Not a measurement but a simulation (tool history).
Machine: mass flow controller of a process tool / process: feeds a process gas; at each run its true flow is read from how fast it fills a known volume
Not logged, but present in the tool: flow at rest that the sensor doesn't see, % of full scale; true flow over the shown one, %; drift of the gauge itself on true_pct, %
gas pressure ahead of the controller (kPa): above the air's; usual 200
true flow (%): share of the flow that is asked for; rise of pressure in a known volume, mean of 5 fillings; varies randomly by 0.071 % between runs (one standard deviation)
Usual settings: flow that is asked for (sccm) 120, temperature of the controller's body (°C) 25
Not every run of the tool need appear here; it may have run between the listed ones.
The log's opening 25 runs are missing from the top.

| run | day | flow that is asked for (sccm) | gas pressure ahead of the controller (kPa) | temperature of the controller's body (°C) | hours of work since the controller was set to zero | hours of work since the controller was changed | true flow (%) |
|---|---|---|---|---|---|---|---|
| 26 | 51.296 | 33 | 190 | 25 | 1769 | 1769 | 97.69 |
| 27 | 54.300 | 33 | 152 | 25 | 1803 | 1803 | 97.62 |
| 28 | 55.933 | 111 | 152 | 35 | 1822 | 1822 | 99.05 |
| 29 | 58.871 | 111 | 152 | 35 | 1855 | 1855 | 98.95 |
| 30 | 61.238 | 110 | 152 | 35 | 1881 | 1881 | 99.19 |
| 31 | 64.242 | 172 | 193 | 25 | 1915 | 1915 | 99.36 |
| 32 | 65.571 | 144 | 228 | 25 | 1930 | 1930 | 99.32 |
| 33 | 67.312 | 24 | 251 | 25 | 1950 | 1950 | 97.50 |
| 34 | 70.062 | 24 | 251 | 22 | 1981 | 1981 | 97.55 |
| 35 | 73.038 | 24 | 251 | 22 | 2014 | 2014 | 97.47 |
| 36 | 75.338 | 40 | 200 | 25 | 2040 | 2040 | 97.85 |
| 37 | 78.162 | 24 | 200 | 26 | 2072 | 2072 | 97.29 |

4 ways to go on from here, each from the tool as it stands after run 37. What would each give?
| A | 80.504 | 24 | 200 | 33 | 2099 | 2099 | ? |
| B | 80.504 | 149 | 200 | 22 | 2099 | 2099 | ? |
| C | 80.504 | 45 | 198 | 22 | 2099 | 2099 | ? |
| D | 80.504 | 38 | 269 | 24 | 2099 | 2099 | ? |

| run | true flow (%) |
|---|---|
| A | 97.45 |
| B | 99.08 |
| C | 97.94 |
| D | 98.07 |
With no hidden state in the tool, these same runs would have given:
| run | true flow (%) |
|---|---|
| A | 99.36 |
| B | 99.66 |
| C | 99.11 |
| D | 99.39 |
